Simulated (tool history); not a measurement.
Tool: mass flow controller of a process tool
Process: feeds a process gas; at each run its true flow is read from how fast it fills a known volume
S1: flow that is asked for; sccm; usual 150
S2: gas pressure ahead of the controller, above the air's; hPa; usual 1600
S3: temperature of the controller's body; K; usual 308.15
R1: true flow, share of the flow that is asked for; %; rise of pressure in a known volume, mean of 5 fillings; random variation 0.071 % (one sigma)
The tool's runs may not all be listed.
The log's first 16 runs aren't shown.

run,day,S1,S2,S3,R1
17,146.908,150,1920,305.15,100.89
18,155.996,150,1600,308.15,101.47
19,163.946,150,1960,308.15,101.23
20,173.225,150,2230,308.15,101.11
21,180.029,150,1600,308.15,101.4
22,186.112,150,1600,308.15,101.48
23,196.558,256,1600,308.15,101.2
24,202.317,256,1600,308.15,101.32
25,215.6,54,1600,296.15,102.16
26,225.996,54,1600,296.15,102.22
27,235.483,54,1600,306.15,103.67
28,245.938,309,2670,293.15,98.98
29,256.042,126,1910,307.15,101.65
30,263.996,126,1910,307.15,101.7
31,273.417,126,1910,307.15,101.61

Forecast run 32:
# day 274.458: controller's zero set anew
32,281.233,93,1910,295.15,?

R1: 102.33 %
Without the tool's hidden state the same run would have given R1 99.03 %.
